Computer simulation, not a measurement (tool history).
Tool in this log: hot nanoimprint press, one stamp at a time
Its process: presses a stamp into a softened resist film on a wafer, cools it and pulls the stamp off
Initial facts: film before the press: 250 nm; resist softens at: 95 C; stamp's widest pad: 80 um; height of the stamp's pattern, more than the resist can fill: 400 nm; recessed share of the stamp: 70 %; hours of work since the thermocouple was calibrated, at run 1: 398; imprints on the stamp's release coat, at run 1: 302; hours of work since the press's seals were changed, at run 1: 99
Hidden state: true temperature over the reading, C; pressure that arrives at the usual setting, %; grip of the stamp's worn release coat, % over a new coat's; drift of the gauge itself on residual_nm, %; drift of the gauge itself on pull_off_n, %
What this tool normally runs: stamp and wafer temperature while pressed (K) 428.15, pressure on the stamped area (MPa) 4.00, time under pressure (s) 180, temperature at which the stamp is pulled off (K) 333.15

run,day,stamp and wafer temperature while pressed (K),pressure on the stamped area (MPa),time under pressure (s),temperature at which the stamp is pulled off (K),hours of work since the thermocouple was calibrated,imprints on the stamp's release coat,hours of work since the press's seals were changed,resist left under the stamp's widest pad (angstrom),greatest force while the stamp is pulled off (N)
1,0.000,428.15,4.00,180,333.15,398,302,99,1387,239
2,1.358,428.15,4.00,180,333.15,417,362,119,1378,256
3,2.367,428.15,4.00,180,333.15,432,406,134,1378,256
# day 2.608: plate thermocouple calibrated
4,3.892,428.15,4.00,165,333.15,18,466,154,1358,255
5,4.508,428.15,4.00,165,333.15,27,493,162,1364,260
6,5.775,428.15,4.00,180,333.15,45,549,181,1319,272
7,6.383,428.15,4.00,180,333.15,54,575,189,1334,269
8,7.712,428.15,4.00,180,333.15,73,633,209,1324,270
9,8.829,428.15,4.55,180,333.15,89,682,225,1240,285
10,9.500,428.15,4.55,180,333.15,99,711,234,1261,281
11,10.767,428.15,4.55,180,333.15,117,766,252,1263,287
12,11.992,428.15,4.00,180,333.15,135,820,270,1347,293
13,12.792,428.15,4.00,180,333.15,146,854,281,1358,296
14,14.083,428.15,4.00,231,333.15,165,911,300,1239,309
15,15.321,428.15,2.66,180,333.15,183,965,318,1657,309

Forecast run 16:
16,16.146,428.15,2.66,180,333.15,195,1001,330,?,?

Run 16 came out at resist left under the stamp's widest pad (angstrom) 1658, greatest force while the stamp is pulled off (N) 326.
Had the tool carried no hidden state, the very same run would have given resist left under the stamp's widest pad (angstrom) 1638, greatest force while the stamp is pulled off (N) 218.

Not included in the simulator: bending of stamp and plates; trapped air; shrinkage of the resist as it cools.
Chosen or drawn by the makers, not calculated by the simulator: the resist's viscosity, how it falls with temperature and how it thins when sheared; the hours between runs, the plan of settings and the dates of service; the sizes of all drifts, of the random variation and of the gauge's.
